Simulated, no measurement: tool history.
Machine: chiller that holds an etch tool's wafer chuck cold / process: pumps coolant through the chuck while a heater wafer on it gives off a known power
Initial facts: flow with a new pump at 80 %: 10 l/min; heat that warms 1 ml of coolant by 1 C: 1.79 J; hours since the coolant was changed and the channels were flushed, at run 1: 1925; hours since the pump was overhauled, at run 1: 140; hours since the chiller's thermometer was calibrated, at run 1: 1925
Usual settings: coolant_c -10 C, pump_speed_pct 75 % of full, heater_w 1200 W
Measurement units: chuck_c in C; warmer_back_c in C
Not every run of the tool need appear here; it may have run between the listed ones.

run	hour	coolant_c	pump_speed_pct	heater_w	hours since the coolant was changed and the channels were flushed	hours since the pump was overhauled	hours since the chiller's thermometer was calibrated	chuck_c	warmer_back_c
1	0	-10	75	1200	1925	140	1925	6.2	4.33
2	153.4	-7	75	1200	2078	293	2078	9.2	4.41
3	277.6	-7	75	1200	2203	418	2203	9.4	4.36
4	351.7	-10	75	1245	2277	492	2277	7.2	4.56
5	467.4	-10	75	1245	2392	607	2392	7.1	4.57
6	593.4	-10	75	1245	2518	733	2518	7.1	4.58
7	684.4	-10	75	1134	2609	824	2609	5.7	4.14
8	812.6	-10	75	1200	2738	953	2738	6.9	4.34
9	966.8	-10	75	1200	2892	1107	2892	6.8	4.42
10	1098.4	-10	75	1200	3023	1238	3023	7.1	4.44
11	1193.8	-11	75	1200	3119	1334	3119	5.9	4.45
12	1264.8	-11	75	1200	3190	1405	3190	6.1	4.46
# hour 1272.7: chiller's thermometer calibrated
13	1331	-10	75	1200	3255	1470	58	6.9	4.48
14	1402.6	-10	75	1200	3327	1541	130	6.9	4.49
15	1488.8	-10	75	1155	3413	1628	216	6.4	4.32
16	1587.6	-10	75	1200	3512	1727	315	7.1	4.53
17	1742.1	-15	75	1791	3666	1881	469	11.2	6.75
# hour 1781.9: chiller's thermometer calibrated, once more
18	1860.4	-15	75	1791	3783	1998	78	12.4	6.79
19	1994.6	-15	69	1224	3918	2133	213	5.2	4.98
20	2072.3	-15	69	1224	3995	2210	290	5.4	5.08
21	2187	-15	92	661	4110	2325	405	-6.7	2
22	2318.3	-15	92	661	4241	2456	536	-6.6	2.03
# hour 2348: coolant changed, channels flushed
23	2463.5	-15	92	661	116	2595	676	-7.7	2
24	2565.7	-10	62	1452	218	2698	778	13.7	6.9
25	2721.1	-18	75	1073	373	2853	933	-3.4	4.19
26	2816.1	-18	75	1073	468	2948	1028	-3.3	4.16
27	2916.1	0	76	1073	568	3048	1128	14.5	4.14
28	3023.7	-19	76	1073	676	3156	1236	-4.2	4.09
29	3134.5	-19	76	1073	787	3266	1347	-4.2	4.17
30	3219.5	-19	76	1073	872	3351	1432	-4.1	4.16
31	3366	-10	80	911	1018	3498	1578	2.1	3.36
32	3481.1	-10	80	911	1133	3613	1693	2.1	3.38

Predict each of these 4 candidate next runs independently; none follows another, all start after run 32:
A	3583.3	-10	93	1205	1235	3715	1795	?	?
B	3583.3	-5	80	911	1235	3715	1795	?	?
C	3583.3	-6	85	911	1235	3715	1795	?	?
D	3583.3	-5	69	1200	1235	3715	1795	?	?

run	chuck_c	warmer_back_c
A	4	3.78
B	7.1	3.29
C	5.4	3.11
D	13.5	5.17
Take away the tool's hidden state, keep each run's random variation, and the runs would have read:
run	chuck_c	warmer_back_c
A	2.7	3.42
B	6.1	2.98
C	4.5	2.81
D	11.7	4.68
